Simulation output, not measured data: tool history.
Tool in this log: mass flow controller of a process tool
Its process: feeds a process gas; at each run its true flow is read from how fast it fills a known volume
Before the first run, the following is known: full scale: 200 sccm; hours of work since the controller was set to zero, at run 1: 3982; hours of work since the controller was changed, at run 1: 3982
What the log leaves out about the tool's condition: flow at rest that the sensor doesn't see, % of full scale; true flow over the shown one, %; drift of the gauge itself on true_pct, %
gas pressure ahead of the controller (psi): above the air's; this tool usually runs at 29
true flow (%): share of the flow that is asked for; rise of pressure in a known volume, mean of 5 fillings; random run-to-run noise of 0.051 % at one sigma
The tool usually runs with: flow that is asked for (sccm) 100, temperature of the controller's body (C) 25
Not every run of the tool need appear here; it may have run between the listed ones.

run	hour	flow that is asked for (sccm)	gas pressure ahead of the controller (psi)	temperature of the controller's body (C)	hours of work since the controller was set to zero	hours of work since the controller was changed	true flow (%)
1	0	100	29	25	3982	3982	99.43
2	212.3	100	29	25	4087	4087	99.35
3	328.6	100	29	25	4144	4144	99.38
4	494	100	29	25	4226	4226	99.37
5	685.5	100	29	25	4320	4320	99.33
6	900.7	100	29	25	4426	4426	99.36
7	1087.7	100	29	25	4518	4518	99.33
8	1240.2	100	29	25	4593	4593	99.35
9	1384.9	100	29	25	4664	4664	99.34
10	1611.5	100	29	25	4776	4776	99.5
11	1753.3	100	25.7	37	4846	4846	98.83
12	1879.1	100	25.7	37	4908	4908	98.85
13	2038.8	100	25.7	37	4986	4986	98.72
14	2145.7	100	25.7	37	5039	5039	98.72
15	2343.3	68	24.5	22	5136	5136	99.97
16	2452.6	41	27.3	27	5190	5190	100.28
17	2581.9	100	29	26	5254	5254	99.3

What will run 18 give?
18	2674.5	100	29	26	5299	5299	?

{"run 18": {"true flow (%)": 99.34}}
Without the tool's hidden state the same run would have given true flow (%) 99.32.

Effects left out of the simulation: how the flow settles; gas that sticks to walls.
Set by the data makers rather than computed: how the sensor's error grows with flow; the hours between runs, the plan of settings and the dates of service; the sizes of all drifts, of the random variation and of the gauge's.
